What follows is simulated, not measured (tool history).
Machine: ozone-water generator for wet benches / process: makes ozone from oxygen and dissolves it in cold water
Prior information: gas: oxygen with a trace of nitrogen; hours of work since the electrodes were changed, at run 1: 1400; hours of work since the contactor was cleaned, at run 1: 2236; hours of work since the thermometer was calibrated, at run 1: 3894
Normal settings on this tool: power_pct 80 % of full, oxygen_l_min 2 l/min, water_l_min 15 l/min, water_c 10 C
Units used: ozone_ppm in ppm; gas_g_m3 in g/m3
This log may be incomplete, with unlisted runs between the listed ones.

run,day,power_pct,oxygen_l_min,water_l_min,water_c,hours of work since the electrodes were changed,hours of work since the contactor was cleaned,hours of work since the thermometer was calibrated,ozone_ppm,gas_g_m3
1,0,80,2,15,10,1400,2236,3894,16.2,203.9
2,3.079,80,2,15,10,1446,2283,3940,16.3,203.9
3,5.467,80,2,15,6,1482,2319,3976,16.7,202.8
4,6.954,80,2,19,10,1504,2341,3999,13,204.8
5,9.367,80,2,19,10,1541,2377,4035,13,205.9
6,12.079,80,2,19,10,1582,2418,4076,13.2,204.7
# day 13.262: water thermometer calibrated
7,15.442,80,2,12,10,1632,2469,33,19.7,205.3
8,18.338,80,2,12,10,1675,2512,76,19.7,205.6
9,20.708,80,2,17,10,1711,2548,112,14.5,203.2
10,22.988,80,2,17,10,1745,2582,146,14.5,203.3
11,25.267,80,2,15,9,1780,2616,181,16.2,204
12,28.092,80,2,17,9,1822,2659,223,14.6,202

What will run 13 give?
13,29.833,80,2,17,9,1849,2685,250,?,?

Run 13 produced ozone_ppm 14.6 ppm, gas_g_m3 202.1 g/m3.
Take away the tool's hidden state, keep the run-to-run variation as it was, and the same run would have given ozone_ppm 15.6 ppm, gas_g_m3 209.8 g/m3.
